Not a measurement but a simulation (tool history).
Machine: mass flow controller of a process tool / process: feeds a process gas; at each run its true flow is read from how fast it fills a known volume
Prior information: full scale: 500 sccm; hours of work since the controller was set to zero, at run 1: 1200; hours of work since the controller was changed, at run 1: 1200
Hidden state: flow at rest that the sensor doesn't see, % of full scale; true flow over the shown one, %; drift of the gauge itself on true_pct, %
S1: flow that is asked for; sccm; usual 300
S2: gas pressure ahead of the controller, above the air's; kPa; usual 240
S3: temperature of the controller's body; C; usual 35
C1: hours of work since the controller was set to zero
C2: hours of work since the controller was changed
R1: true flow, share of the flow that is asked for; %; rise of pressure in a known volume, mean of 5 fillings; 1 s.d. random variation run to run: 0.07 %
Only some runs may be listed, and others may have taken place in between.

{"run": 1, "day": 0.0, "S1": 300, "S2": 240, "S3": 35, "C1": 1200, "C2": 1200, "R1": 97.99}
{"run": 2, "day": 4.004, "S1": 300, "S2": 240, "S3": 35, "C1": 1234, "C2": 1234, "R1": 98.1}
{"run": 3, "day": 6.533, "S1": 300, "S2": 240, "S3": 35, "C1": 1255, "C2": 1255, "R1": 97.92}
{"run": 4, "day": 10.312, "S1": 300, "S2": 240, "S3": 35, "C1": 1287, "C2": 1287, "R1": 98.12}
{"run": 5, "day": 13.433, "S1": 300, "S2": 240, "S3": 35, "C1": 1313, "C2": 1313, "R1": 97.97}
{"run": 6, "day": 18.412, "S1": 300, "S2": 240, "S3": 35, "C1": 1354, "C2": 1354, "R1": 97.81}
{"run": 7, "day": 21.004, "S1": 300, "S2": 240, "S3": 35, "C1": 1376, "C2": 1376, "R1": 97.95}
{"run": 8, "day": 25.104, "S1": 300, "S2": 240, "S3": 35, "C1": 1410, "C2": 1410, "R1": 97.78}
{"run": 9, "day": 29.888, "S1": 300, "S2": 249, "S3": 35, "C1": 1450, "C2": 1450, "R1": 97.86}
{"run": 10, "day": 35.517, "S1": 80, "S2": 249, "S3": 35, "C1": 1498, "C2": 1498, "R1": 94.49}
{"run": 11, "day": 38.367, "S1": 80, "S2": 249, "S3": 35, "C1": 1521, "C2": 1521, "R1": 94.46}
{"run": 12, "day": 41.088, "S1": 80, "S2": 249, "S3": 35, "C1": 1544, "C2": 1544, "R1": 94.52}
{"run": 13, "day": 45.867, "S1": 170, "S2": 249, "S3": 35, "C1": 1584, "C2": 1584, "R1": 96.29}
{"run": 14, "day": 49.858, "S1": 88, "S2": 249, "S3": 35, "C1": 1618, "C2": 1618, "R1": 94.65}
{"run": 15, "day": 55.196, "S1": 300, "S2": 240, "S3": 35, "C1": 1662, "C2": 1662, "R1": 97.72}
{"run": 16, "day": 58.308, "S1": 300, "S2": 240, "S3": 35, "C1": 1688, "C2": 1688, "R1": 97.7}
{"run": 17, "day": 61.588, "S1": 300, "S2": 240, "S3": 35, "C1": 1716, "C2": 1716, "R1": 97.45}
{"run": 18, "day": 65.042, "S1": 300, "S2": 240, "S3": 35, "C1": 1745, "C2": 1745, "R1": 97.55}
{"run": 19, "day": 70.571, "S1": 300, "S2": 240, "S3": 35, "C1": 1791, "C2": 1791, "R1": 97.38}
{"run": 20, "day": 73.288, "S1": 300, "S2": 240, "S3": 35, "C1": 1814, "C2": 1814, "R1": 97.7}
{"run": 21, "day": 78.458, "S1": 300, "S2": 240, "S3": 35, "C1": 1857, "C2": 1857, "R1": 97.37}
{"run": 22, "day": 82.008, "S1": 300, "S2": 158, "S3": 35, "C1": 1887, "C2": 1887, "R1": 98.04}
{"run": 23, "day": 85.533, "S1": 300, "S2": 211, "S3": 35, "C1": 1916, "C2": 1916, "R1": 97.71}
{"run": 24, "day": 91.192, "S1": 300, "S2": 150, "S3": 35, "C1": 1964, "C2": 1964, "R1": 98.02}
{"run": 25, "day": 94.004, "S1": 300, "S2": 150, "S3": 35, "C1": 1987, "C2": 1987, "R1": 98.15}
{"run": 26, "day": 96.979, "S1": 300, "S2": 150, "S3": 35, "C1": 2012, "C2": 2012, "R1": 97.94}
{"run": 27, "day": 102.108, "S1": 168, "S2": 240, "S3": 39, "C1": 2055, "C2": 2055, "R1": 96.12}
{"run": 28, "day": 106.071, "S1": 335, "S2": 240, "S3": 39, "C1": 2088, "C2": 2088, "R1": 97.77}
{"run": 29, "day": 108.862, "S1": 335, "S2": 240, "S3": 39, "C1": 2111, "C2": 2111, "R1": 97.75}
{"run": 30, "day": 111.646, "S1": 258, "S2": 233, "S3": 38, "C1": 2135, "C2": 2135, "R1": 97.0}
{"run": 31, "day": 114.567, "S1": 258, "S2": 143, "S3": 30, "C1": 2159, "C2": 2159, "R1": 97.21}
{"run": 32, "day": 118.667, "S1": 258, "S2": 143, "S3": 30, "C1": 2194, "C2": 2194, "R1": 97.22}
{"run": 33, "day": 123.617, "S1": 258, "S2": 143, "S3": 30, "C1": 2235, "C2": 2235, "R1": 97.09}
{"run": 34, "day": 127.175, "S1": 393, "S2": 240, "S3": 26, "C1": 2265, "C2": 2265, "R1": 97.28}
{"run": 35, "day": 131.858, "S1": 114, "S2": 217, "S3": 31, "C1": 2304, "C2": 2304, "R1": 94.23}
{"run": 36, "day": 137.279, "S1": 114, "S2": 217, "S3": 31, "C1": 2349, "C2": 2349, "R1": 93.97}
{"run": 37, "day": 142.812, "S1": 300, "S2": 228, "S3": 35, "C1": 2396, "C2": 2396, "R1": 96.99}
{"run": 38, "day": 145.754, "S1": 300, "S2": 204, "S3": 30, "C1": 2420, "C2": 2420, "R1": 96.94}
{"run": 39, "day": 151.142, "S1": 60, "S2": 257, "S3": 23, "C1": 2465, "C2": 2465, "R1": 89.87}
{"run": 40, "day": 155.696, "S1": 60, "S2": 257, "S3": 31, "C1": 2503, "C2": 2503, "R1": 90.22}
{"run": 41, "day": 158.083, "S1": 60, "S2": 257, "S3": 31, "C1": 2523, "C2": 2523, "R1": 90.19}
{"run": 42, "day": 163.325, "S1": 155, "S2": 144, "S3": 31, "C1": 2567, "C2": 2567, "R1": 95.39}
{"run": 43, "day": 168.85, "S1": 155, "S2": 144, "S3": 31, "C1": 2614, "C2": 2614, "R1": 95.3}
{"run": 44, "day": 173.2, "S1": 434, "S2": 208, "S3": 25, "C1": 2650, "C2": 2650, "R1": 97.37}
{"run": 45, "day": 177.358, "S1": 195, "S2": 194, "S3": 35, "C1": 2685, "C2": 2685, "R1": 95.72}
{"run": 46, "day": 182.179, "S1": 195, "S2": 194, "S3": 35, "C1": 2725, "C2": 2725, "R1": 95.66}
{"run": 47, "day": 187.733, "S1": 65, "S2": 240, "S3": 29, "C1": 2772, "C2": 2772, "R1": 90.06}
{"run": 48, "day": 192.004, "S1": 65, "S2": 240, "S3": 32, "C1": 2807, "C2": 2807, "R1": 90.24}

Consider 3 possible next runs. They are alternatives, not a sequence: every one starts from the tool as it was left by run 48. What does each give?
{"run": "A", "day": 196.962, "S1": 71, "S2": 154, "S3": 32, "C1": 2849, "C2": 2849, "R1": "?"}
{"run": "B", "day": 196.962, "S1": 332, "S2": 147, "S3": 25, "C1": 2849, "C2": 2849, "R1": "?"}
{"run": "C", "day": 196.962, "S1": 59, "S2": 268, "S3": 35, "C1": 2849, "C2": 2849, "R1": "?"}

run=A R1=91.22
run=B R1=96.88
run=C R1=89.20
With the hidden condition removed and each run's random variation left untouched, the same runs would have given:
run=A R1=98.78
run=B R1=99.63
run=C R1=98.01
